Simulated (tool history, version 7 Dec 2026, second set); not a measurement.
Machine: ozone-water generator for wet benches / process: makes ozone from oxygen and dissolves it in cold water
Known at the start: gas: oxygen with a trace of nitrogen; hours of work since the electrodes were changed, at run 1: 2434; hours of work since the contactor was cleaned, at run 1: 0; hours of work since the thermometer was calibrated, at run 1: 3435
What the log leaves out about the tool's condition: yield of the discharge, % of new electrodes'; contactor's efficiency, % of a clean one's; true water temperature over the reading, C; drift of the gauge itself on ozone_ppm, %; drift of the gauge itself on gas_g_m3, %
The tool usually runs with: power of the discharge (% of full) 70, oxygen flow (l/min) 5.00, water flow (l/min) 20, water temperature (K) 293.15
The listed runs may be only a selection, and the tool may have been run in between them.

run    hour  power of the discharge (% of full)  oxygen flow (l/min)  water flow (l/min)  water temperature (K)  hours of work since the electrodes were changed  hours of work since the contactor was cleaned  hours of work since the thermometer was calibrated  dissolved ozone (ppm)  ozone in the gas ahead of the water (g/m3)
  1     0.0                                  70                 5.00                  20                 293.15                                             2434                                              0                                                3435                   15.6                                       207.3
  2    85.8                                  70                 5.00                  20                 293.15                                             2509                                             76                                                3511                   15.7                                       205.4
  3   168.0                                  70                 5.00                  20                 293.15                                             2582                                            149                                                3584                   15.6                                       205.0
  4   277.7                                  70                 5.00                  20                 293.15                                             2679                                            246                                                3681                   15.4                                       201.1
  5   385.7                                  70                 5.00                  12                 293.15                                             2775                                            341                                                3777                   23.2                                       201.7
  6   494.6                                  70                 5.00                  12                 293.15                                             2871                                            438                                                3873                   23.3                                       198.7
  7   573.5                                  70                 5.00                  12                 293.15                                             2941                                            508                                                3943                   23.1                                       200.2
  8   669.4                                  82                 5.00                  13                 295.15                                             3026                                            593                                                4028                   22.6                                       217.2
      675.4  -- water thermometer calibrated
  9   765.6                                  70                 5.00                  29                 291.15                                             3111                                            677                                                  80                   10.8                                       198.1
 10   820.5                                  70                 3.82                  20                 293.15                                             3160                                            726                                                 128                   14.9                                       232.5
      864.8  -- water thermometer calibrated, once more
 11   870.2                                  70                 3.82                  16                 289.15                                             3203                                            770                                                   5                   19.9                                       234.3
 12   971.8                                  41                 2.87                  20                 293.15                                             3293                                            859                                                  95                   11.3                                       206.9
 13  1081.9                                  70                 5.00                  20                 300.15                                             3391                                            957                                                 192                   12.9                                       192.4
 14  1149.2                                  64                 3.22                  20                 296.15                                             3450                                           1017                                                 252                   13.4                                       243.2

Forecast each of these 3 alternatives for the next run:
  A  1242.6                                  64                 5.96                  20                 289.15                                             3533                                           1099                                                 335                      ?                                           ?
  B  1242.6                                  64                 3.05                  13                 293.15                                             3533                                           1099                                                 335                      ?                                           ?
  C  1242.6                                  46                 8.69                  17                 296.15                                             3533                                           1099                                                 335                      ?                                           ?

run  dissolved ozone (ppm)  ozone in the gas ahead of the water (g/m3)
  A                   14.2                                       164.1
  B                   21.2                                       250.2
  C                   11.3                                       107.2
Had the tool no hidden state, the same runs would have come out as:
run  dissolved ozone (ppm)  ozone in the gas ahead of the water (g/m3)
  A                   17.5                                       195.9
  B                   26.0                                       298.8
  C                   13.4                                       123.3
